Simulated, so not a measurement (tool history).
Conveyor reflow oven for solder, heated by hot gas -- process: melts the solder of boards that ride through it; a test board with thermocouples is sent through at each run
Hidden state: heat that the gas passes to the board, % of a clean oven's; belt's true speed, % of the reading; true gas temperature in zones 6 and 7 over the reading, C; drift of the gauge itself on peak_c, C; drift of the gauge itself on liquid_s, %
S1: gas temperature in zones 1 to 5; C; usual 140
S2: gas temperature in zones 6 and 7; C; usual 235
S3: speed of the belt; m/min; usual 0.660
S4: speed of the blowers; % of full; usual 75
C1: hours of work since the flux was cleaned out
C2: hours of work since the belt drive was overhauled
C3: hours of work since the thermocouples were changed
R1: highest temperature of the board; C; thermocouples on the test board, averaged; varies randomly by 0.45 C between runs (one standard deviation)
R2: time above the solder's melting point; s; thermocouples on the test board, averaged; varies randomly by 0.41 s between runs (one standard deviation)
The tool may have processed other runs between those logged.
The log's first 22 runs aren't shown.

run 23 day=32.362 | S1=151 S2=235 S3=0.660 S4=75 | C1=233 C2=674 C3=1115 | R1=217.7 R2=51.4
run 24 day=34.050 | S1=151 S2=235 S3=0.660 S4=75 | C1=252 C2=693 C3=1134 | R1=217.0 R2=51.1
run 25 day=35.038 | S1=151 S2=235 S3=0.660 S4=75 | C1=264 C2=704 C3=1145 | R1=217.8 R2=51.2
run 26 day=36.838 | S1=132 S2=235 S3=0.660 S4=75 | C1=284 C2=725 C3=1166 | R1=213.3 R2=42.8
run 27 day=38.308 | S1=132 S2=235 S3=0.660 S4=75 | C1=301 C2=742 C3=1183 | R1=213.7 R2=41.9
run 28 day=40.229 | S1=132 S2=235 S3=0.660 S4=75 | C1=323 C2=764 C3=1205 | R1=214.3 R2=43.1
run 29 day=41.817 | S1=151 S2=245 S3=0.660 S4=75 | C1=341 C2=782 C3=1223 | R1=225.7 R2=56.2
run 30 day=43.217 | S1=149 S2=235 S3=0.655 S4=75 | C1=357 C2=798 C3=1239 | R1=217.2 R2=51.2

Each row is a separate what-if for the run after 30, all from the same tool condition, not one after another. Results?
run A day=44.738 | S1=140 S2=233 S3=0.660 S4=75 | C1=374 C2=815 C3=1256 | R1=? R2=?
run B day=44.738 | S1=140 S2=241 S3=0.590 S4=75 | C1=374 C2=815 C3=1256 | R1=? R2=?
run C day=44.738 | S1=149 S2=228 S3=0.781 S4=66 | C1=374 C2=815 C3=1256 | R1=? R2=?
run D day=44.738 | S1=140 S2=244 S3=0.760 S4=75 | C1=374 C2=815 C3=1256 | R1=? R2=?

run=A R1=213.5 R2=44.5
run=B R1=224.5 R2=58.2
run=C R1=202.8 R2=30.8
run=D R1=217.6 R2=40.3
Had the tool no hidden state, the same runs would have come out as:
run=A R1=213.7 R2=44.6
run=B R1=224.7 R2=58.3
run=C R1=203.0 R2=30.9
run=D R1=217.8 R2=40.4
